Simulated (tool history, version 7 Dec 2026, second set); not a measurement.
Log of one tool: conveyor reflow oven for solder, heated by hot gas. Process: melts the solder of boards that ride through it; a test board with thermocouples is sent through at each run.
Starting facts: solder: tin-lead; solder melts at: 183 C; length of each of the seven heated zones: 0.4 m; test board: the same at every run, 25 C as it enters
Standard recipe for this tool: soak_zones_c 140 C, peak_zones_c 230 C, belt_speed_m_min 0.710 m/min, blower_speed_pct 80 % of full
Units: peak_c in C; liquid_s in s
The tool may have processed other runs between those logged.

{"run": 1, "day": 0.0, "soak_zones_c": 140, "peak_zones_c": 230, "belt_speed_m_min": 0.71, "blower_speed_pct": 80, "peak_c": 215.4, "liquid_s": 50.5}
{"run": 2, "day": 0.983, "soak_zones_c": 140, "peak_zones_c": 230, "belt_speed_m_min": 0.71, "blower_speed_pct": 80, "peak_c": 215.2, "liquid_s": 50.3}
{"run": 3, "day": 2.608, "soak_zones_c": 140, "peak_zones_c": 230, "belt_speed_m_min": 0.71, "blower_speed_pct": 80, "peak_c": 215.1, "liquid_s": 49.9}
{"run": 4, "day": 3.379, "soak_zones_c": 127, "peak_zones_c": 230, "belt_speed_m_min": 0.71, "blower_speed_pct": 80, "peak_c": 212.4, "liquid_s": 44.1}
{"run": 5, "day": 4.471, "soak_zones_c": 140, "peak_zones_c": 230, "belt_speed_m_min": 0.71, "blower_speed_pct": 80, "peak_c": 214.7, "liquid_s": 49.1}
{"run": 6, "day": 6.317, "soak_zones_c": 140, "peak_zones_c": 230, "belt_speed_m_min": 0.787, "blower_speed_pct": 80, "peak_c": 210.9, "liquid_s": 41.7}
{"run": 7, "day": 7.45, "soak_zones_c": 140, "peak_zones_c": 230, "belt_speed_m_min": 0.787, "blower_speed_pct": 80, "peak_c": 210.8, "liquid_s": 41.2}
{"run": 8, "day": 8.433, "soak_zones_c": 140, "peak_zones_c": 230, "belt_speed_m_min": 0.787, "blower_speed_pct": 58, "peak_c": 205.8, "liquid_s": 35.8}
{"run": 9, "day": 9.929, "soak_zones_c": 140, "peak_zones_c": 230, "belt_speed_m_min": 0.71, "blower_speed_pct": 72, "peak_c": 212.8, "liquid_s": 47.8}
{"run": 10, "day": 10.975, "soak_zones_c": 140, "peak_zones_c": 230, "belt_speed_m_min": 0.671, "blower_speed_pct": 80, "peak_c": 216.0, "liquid_s": 53.5}
{"run": 11, "day": 12.733, "soak_zones_c": 140, "peak_zones_c": 230, "belt_speed_m_min": 0.671, "blower_speed_pct": 80, "peak_c": 218.8, "liquid_s": 56.8}
{"run": 12, "day": 14.112, "soak_zones_c": 140, "peak_zones_c": 230, "belt_speed_m_min": 0.671, "blower_speed_pct": 80, "peak_c": 218.8, "liquid_s": 56.7}
{"run": 13, "day": 15.658, "soak_zones_c": 140, "peak_zones_c": 230, "belt_speed_m_min": 0.671, "blower_speed_pct": 80, "peak_c": 218.5, "liquid_s": 56.3}
{"run": 14, "day": 16.983, "soak_zones_c": 140, "peak_zones_c": 230, "belt_speed_m_min": 0.71, "blower_speed_pct": 56, "peak_c": 212.0, "liquid_s": 46.8}
{"run": 15, "day": 18.154, "soak_zones_c": 140, "peak_zones_c": 230, "belt_speed_m_min": 0.71, "blower_speed_pct": 56, "peak_c": 212.0, "liquid_s": 46.9}
{"run": 16, "day": 19.417, "soak_zones_c": 140, "peak_zones_c": 230, "belt_speed_m_min": 0.733, "blower_speed_pct": 80, "peak_c": 216.1, "liquid_s": 49.1}
{"run": 17, "day": 20.817, "soak_zones_c": 140, "peak_zones_c": 230, "belt_speed_m_min": 0.733, "blower_speed_pct": 80, "peak_c": 215.6, "liquid_s": 49.1}
{"run": 18, "day": 21.667, "soak_zones_c": 143, "peak_zones_c": 240, "belt_speed_m_min": 0.71, "blower_speed_pct": 80, "peak_c": 226.1, "liquid_s": 58.2}
{"run": 19, "day": 22.55, "soak_zones_c": 143, "peak_zones_c": 235, "belt_speed_m_min": 0.71, "blower_speed_pct": 88, "peak_c": 222.9, "liquid_s": 56.7}
{"run": 20, "day": 23.521, "soak_zones_c": 149, "peak_zones_c": 230, "belt_speed_m_min": 0.71, "blower_speed_pct": 64, "peak_c": 215.3, "liquid_s": 53.4}
{"run": 21, "day": 25.212, "soak_zones_c": 149, "peak_zones_c": 230, "belt_speed_m_min": 0.71, "blower_speed_pct": 64, "peak_c": 215.2, "liquid_s": 53.4}
{"run": 22, "day": 26.7, "soak_zones_c": 149, "peak_zones_c": 230, "belt_speed_m_min": 0.71, "blower_speed_pct": 64, "peak_c": 214.7, "liquid_s": 53.0}
{"run": 23, "day": 28.425, "soak_zones_c": 149, "peak_zones_c": 230, "belt_speed_m_min": 0.71, "blower_speed_pct": 64, "peak_c": 213.4, "liquid_s": 51.6}
{"run": 24, "day": 29.738, "soak_zones_c": 149, "peak_zones_c": 230, "belt_speed_m_min": 0.71, "blower_speed_pct": 64, "peak_c": 213.4, "liquid_s": 51.8}
{"run": 25, "day": 31.546, "soak_zones_c": 153, "peak_zones_c": 223, "belt_speed_m_min": 0.749, "blower_speed_pct": 79, "peak_c": 210.6, "liquid_s": 49.6}
{"run": 26, "day": 33.283, "soak_zones_c": 137, "peak_zones_c": 237, "belt_speed_m_min": 0.71, "blower_speed_pct": 80, "peak_c": 221.4, "liquid_s": 54.1}
{"run": 27, "day": 34.438, "soak_zones_c": 137, "peak_zones_c": 237, "belt_speed_m_min": 0.71, "blower_speed_pct": 80, "peak_c": 221.4, "liquid_s": 54.2}
{"run": 28, "day": 35.688, "soak_zones_c": 146, "peak_zones_c": 235, "belt_speed_m_min": 0.799, "blower_speed_pct": 80, "peak_c": 217.9, "liquid_s": 48.0}
{"run": 29, "day": 37.033, "soak_zones_c": 138, "peak_zones_c": 221, "belt_speed_m_min": 0.714, "blower_speed_pct": 57, "peak_c": 202.7, "liquid_s": 37.4}
{"run": 30, "day": 37.938, "soak_zones_c": 140, "peak_zones_c": 242, "belt_speed_m_min": 0.788, "blower_speed_pct": 80, "peak_c": 222.4, "liquid_s": 49.5}
{"run": 31, "day": 39.254, "soak_zones_c": 146, "peak_zones_c": 240, "belt_speed_m_min": 0.669, "blower_speed_pct": 76, "peak_c": 226.3, "liquid_s": 63.6}
{"run": 32, "day": 40.892, "soak_zones_c": 129, "peak_zones_c": 240, "belt_speed_m_min": 0.669, "blower_speed_pct": 76, "peak_c": 223.5, "liquid_s": 56.0}

Withheld: 4 entries from between the runs. Position of each, and hidden state at the listed run before versus the listed run after:
After run 4, before run 5: flux residue cleaned out of gas plates and filters (day 4.283)
  heat that the gas passes to the board, % of a clean oven's: 92.1 -> 90.3; belt's true speed, % of the reading: 99.44 -> 99.42; true gas temperature in zones 6 and 7 over the reading, C: 1.23 -> 1.27
  measured less the result without the state, peak_c: -1.0 -> -1.1 C; liquid_s: -0.9 -> -1.1 s
After run 10, before run 11: flux residue cleaned out of gas plates and filters, once more (day 12.675)
  heat that the gas passes to the board, % of a clean oven's: 87.8 -> 99.9; belt's true speed, % of the reading: 99.27 -> 99.23; true gas temperature in zones 6 and 7 over the reading, C: 1.52 -> 1.57
  measured less the result without the state, peak_c: -1.4 -> +1.6 C; liquid_s: -1.2 -> +1.5 s
After run 22, before run 23: thermocouples of zones 6 and 7 changed (day 27.225)
  heat that the gas passes to the board, % of a clean oven's: 94.3 -> 93.7; belt's true speed, % of the reading: 98.92 -> 98.88; true gas temperature in zones 6 and 7 over the reading, C: 2.11 -> 0.05
  measured less the result without the state, peak_c: +0.9 -> -1.0 C; liquid_s: +1.1 -> -0.3 s
After run 24, before run 25: flux residue cleaned out of gas plates and filters (day 30.088)
  heat that the gas passes to the board, % of a clean oven's: 93.2 -> 98.8; belt's true speed, % of the reading: 98.85 -> 98.82; true gas temperature in zones 6 and 7 over the reading, C: 0.1 -> 0.16
  measured less the result without the state, peak_c: -1.0 -> +0.2 C; liquid_s: -0.4 -> +0.7 s
